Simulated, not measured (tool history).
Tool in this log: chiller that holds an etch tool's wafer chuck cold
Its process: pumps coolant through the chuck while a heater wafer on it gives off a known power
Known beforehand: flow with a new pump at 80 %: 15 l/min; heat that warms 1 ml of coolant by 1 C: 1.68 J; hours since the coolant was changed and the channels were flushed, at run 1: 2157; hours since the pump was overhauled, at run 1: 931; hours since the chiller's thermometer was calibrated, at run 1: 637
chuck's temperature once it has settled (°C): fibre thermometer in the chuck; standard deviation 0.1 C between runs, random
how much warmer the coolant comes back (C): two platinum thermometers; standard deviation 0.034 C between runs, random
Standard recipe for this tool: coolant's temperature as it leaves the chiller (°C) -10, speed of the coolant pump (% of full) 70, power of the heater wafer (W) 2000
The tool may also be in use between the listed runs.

| run | hour | coolant's temperature as it leaves the chiller (°C) | speed of the coolant pump (% of full) | power of the heater wafer (W) | hours since the coolant was changed and the channels were flushed | hours since the pump was overhauled | hours since the chiller's thermometer was calibrated | chuck's temperature once it has settled (°C) | how much warmer the coolant comes back (C) |
|---|---|---|---|---|---|---|---|---|---|
| 1 | 0 | -10 | 70 | 2000 | 2157 | 931 | 637 | 5.5 | 5.38 |
| 2 | 26 | -10 | 70 | 2000 | 2183 | 957 | 663 | 5.5 | 5.47 |
| 3 | 74.4 | -10 | 70 | 2000 | 2232 | 1005 | 712 | 5.5 | 5.41 |
| 4 | 99.6 | -10 | 70 | 2000 | 2257 | 1030 | 737 | 5.6 | 5.39 |
| 5 | 150.3 | -10 | 70 | 2000 | 2308 | 1081 | 788 | 5.4 | 5.47 |
| 6 | 172.7 | -10 | 70 | 2000 | 2330 | 1104 | 810 | 5.6 | 5.43 |
| 7 | 211.3 | -3 | 70 | 2000 | 2369 | 1142 | 849 | 12.6 | 5.36 |
| 8 | 246.5 | -9 | 70 | 2000 | 2404 | 1177 | 884 | 6.6 | 5.45 |
| 9 | 287.6 | -9 | 70 | 2000 | 2445 | 1218 | 925 | 6.5 | 5.43 |
| 10 | 338.2 | -10 | 70 | 2000 | 2496 | 1269 | 975 | 5.3 | 5.35 |
| 11 | 381 | -11 | 70 | 2067 | 2538 | 1312 | 1018 | 4.9 | 5.6 |
| 12 | 431.2 | -11 | 95 | 1301 | 2589 | 1362 | 1068 | -2.7 | 2.66 |
| 13 | 481.5 | -11 | 95 | 1301 | 2639 | 1412 | 1119 | -2.6 | 2.63 |
| 14 | 532 | -11 | 95 | 1301 | 2689 | 1463 | 1169 | -2.7 | 2.59 |

Run 15, settings as shown, results not yet in. Your forecast:
| 15 | 566.5 | -7 | 75 | 2645 | 2724 | 1497 | 1204 | ? | ? |

chuck's temperature once it has settled (°C): 12.6
how much warmer the coolant comes back (C): 6.72
Had the tool carried no hidden state, the very same run would have given chuck's temperature once it has settled (°C) 12.5, how much warmer the coolant comes back (C) 6.72.

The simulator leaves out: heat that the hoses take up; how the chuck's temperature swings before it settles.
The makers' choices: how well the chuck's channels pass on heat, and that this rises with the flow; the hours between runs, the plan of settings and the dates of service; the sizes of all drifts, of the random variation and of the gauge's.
